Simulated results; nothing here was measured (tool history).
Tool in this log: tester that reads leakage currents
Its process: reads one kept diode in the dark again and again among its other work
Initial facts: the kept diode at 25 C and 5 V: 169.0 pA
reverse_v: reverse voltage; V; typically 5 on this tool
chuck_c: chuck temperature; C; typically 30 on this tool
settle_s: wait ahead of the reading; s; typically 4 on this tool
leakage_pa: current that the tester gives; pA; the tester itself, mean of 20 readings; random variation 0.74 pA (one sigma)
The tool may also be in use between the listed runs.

| run | day | reverse_v | chuck_c | settle_s | leakage_pa |
|---|---|---|---|---|---|
| 1 | 0 | 5 | 30 | 4 | 239.94 |
| 2 | 2.6 | 5 | 30 | 4 | 238.51 |
| 3 | 4.296 | 5 | 30 | 4 | 240.19 |
| 4 | 6.867 | 5 | 30 | 4 | 237.61 |
| 5 | 9.246 | 5 | 30 | 4 | 237.47 |
| 6 | 11.021 | 5 | 30 | 4 | 237.32 |
| 7 | 12.2 | 5 | 30 | 4 | 236.51 |
| 8 | 14.546 | 5 | 30 | 4 | 235.45 |
| 9 | 15.879 | 5 | 30 | 4 | 235.56 |
| 10 | 18.521 | 5 | 30 | 4 | 236.64 |
| 11 | 19.971 | 5 | 30 | 4 | 234.41 |
| 12 | 22.258 | 5 | 30 | 4 | 233.17 |
| 13 | 23.738 | 13.2 | 30 | 4 | 412.93 |
| 14 | 25.004 | 5 | 30 | 0.99 | 233.57 |
| 15 | 26.267 | 5 | 30 | 0.99 | 233.95 |
| 16 | 28.075 | 5 | 30 | 0.63 | 233.27 |
| 17 | 30.1 | 5 | 30 | 0.63 | 232.64 |
| 18 | 32.379 | 5 | 56 | 0.63 | 1317.83 |
| 19 | 34.396 | 5 | 28 | 4 | 199.39 |
| 20 | 35.592 | 5 | 28 | 4 | 199.72 |
| 21 | 37.112 | 2.1 | 55 | 0.31 | 741.33 |
| 22 | 38.388 | 2.1 | 55 | 0.31 | 746.13 |
| 23 | 40.538 | 3.03 | 30 | 4 | 170.31 |
| 24 | 43.054 | 7.67 | 51 | 6.99 | 1221.51 |
| 25 | 45.542 | 7.67 | 51 | 6.99 | 1221.46 |
| 26 | 48.008 | 7.6 | 24 | 6.99 | 188.17 |
| 27 | 50.142 | 2.87 | 24 | 6.99 | 105.52 |
| 28 | 52.758 | 1.31 | 29 | 4 | 94.72 |
| 29 | 55.642 | 5 | 32 | 4 | 260.53 |
| 30 | 57.246 | 5 | 32 | 4 | 260.59 |
| 31 | 59.517 | 5 | 37 | 4.21 | 364.32 |
| 32 | 62.254 | 5 | 37 | 4.21 | 362.92 |
| 33 | 64.354 | 4.13 | 24 | 0.99 | 126.45 |
| 34 | 65.808 | 4.13 | 24 | 0.99 | 125.64 |
| 35 | 68.321 | 9.04 | 48 | 1.04 | 1079.49 |
| 36 | 71.25 | 9.04 | 28 | 1.92 | 267.19 |
| 37 | 72.979 | 1.58 | 30 | 0.88 | 111.65 |
| 38 | 74.362 | 1.8 | 30 | 2.89 | 137.3 |
| 39 | 75.917 | 1.8 | 30 | 2.89 | 136.9 |
| 40 | 78.562 | 1.8 | 30 | 2.89 | 135.71 |

Between the runs listed above, the log contained 3 entries, not reproduced here. Where in the sequence does each belong, and how does what the log doesn't record of the tool's condition differ from the listed run before to the listed run after?
Run 23 -> run 24: probe card cleaned and baked (day 40.875)
  stray current of the dirty probe card, pA a volt: 0.426 -> 0.637; current scale over the true one, %: 1.5 -> 1.53; true chuck temperature over the reading, C: -1.25 -> -1.29
  measured result minus the result with no hidden state, leakage_pa: -12.11 -> -79.63 pA
Run 30 -> run 31: probe card cleaned and baked, once more (day 58.483)
  stray current of the dirty probe card, pA a volt: 0.758 -> 0.032; current scale over the true one, %: 1.68 -> 1.7; true chuck temperature over the reading, C: -1.59 -> -1.63
  measured result minus the result with no hidden state, leakage_pa: -22.53 -> -36.9 pA
Run 37 -> run 38: chuck's temperature calibrated (day 74.042)
  stray current of the dirty probe card, pA a volt: 0.146 -> 0.155; current scale over the true one, %: 1.85 -> 1.86; true chuck temperature over the reading, C: -1.9 -> -0.02
  measured result minus the result with no hidden state, leakage_pa: -14 -> +2.56 pA
